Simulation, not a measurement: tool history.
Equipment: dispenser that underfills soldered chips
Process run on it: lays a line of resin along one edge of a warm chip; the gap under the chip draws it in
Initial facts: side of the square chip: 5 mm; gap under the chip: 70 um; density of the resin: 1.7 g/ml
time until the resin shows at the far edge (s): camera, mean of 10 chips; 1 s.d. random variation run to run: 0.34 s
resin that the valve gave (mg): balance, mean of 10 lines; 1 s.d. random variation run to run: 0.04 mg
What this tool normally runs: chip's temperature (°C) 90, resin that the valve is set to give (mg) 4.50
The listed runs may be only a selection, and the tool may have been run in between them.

run,hour,chip's temperature (°C),resin that the valve is set to give (mg),time until the resin shows at the far edge (s),resin that the valve gave (mg)
1,0.0,90,4.50,17.7,4.34
2,2.2,90,4.03,20.0,3.88
3,6.2,90,4.50,21.1,4.22
# hour 11.7: new syringe of resin
4,11.7,90,4.50,16.8,4.28
5,15.1,90,4.50,18.7,4.28
6,18.6,90,4.50,20.4,4.24
7,22.8,90,4.50,23.3,4.22
# hour 25.9: new syringe of resin
8,27.2,90,4.50,16.7,4.28
9,30.2,90,4.50,18.3,4.27
10,35.1,90,4.74,21.6,4.43
# hour 40.1: new syringe of resin
11,40.5,90,3.96,17.5,3.66
12,44.3,96,4.23,14.9,3.97
13,47.6,87,5.48,23.1,5.11
14,49.9,87,5.48,25.1,5.10
# hour 54.1: new syringe of resin
15,54.6,80,4.79,26.0,4.47
16,59.5,80,4.79,29.9,4.45
17,62.7,79,5.84,32.8,5.39
18,65.2,79,5.84,35.2,5.39
# hour 68.4: new syringe of resin
# hour 70.2: dispensing valve cleaned and set on the balance
19,70.5,79,5.84,27.0,5.87

Alternative continuations, all from the tool just after run 19; predict every row:
A,73.2,89,5.74,?,?
B,73.2,82,5.48,?,?
C,73.2,80,5.84,?,?
D,73.2,90,5.84,?,?
E,73.2,101,4.39,?,?

run,time until the resin shows at the far edge (s),resin that the valve gave (mg)
A,19.1,5.74
B,25.5,5.46
C,28.3,5.80
D,18.3,5.80
E,11.8,4.35
The same runs, with their run-to-run variation unchanged, on a tool lacking any hidden condition would have given:
run,time until the resin shows at the far edge (s),resin that the valve gave (mg)
A,16.7,5.76
B,22.3,5.48
C,24.8,5.82
D,16.0,5.82
E,10.4,4.36

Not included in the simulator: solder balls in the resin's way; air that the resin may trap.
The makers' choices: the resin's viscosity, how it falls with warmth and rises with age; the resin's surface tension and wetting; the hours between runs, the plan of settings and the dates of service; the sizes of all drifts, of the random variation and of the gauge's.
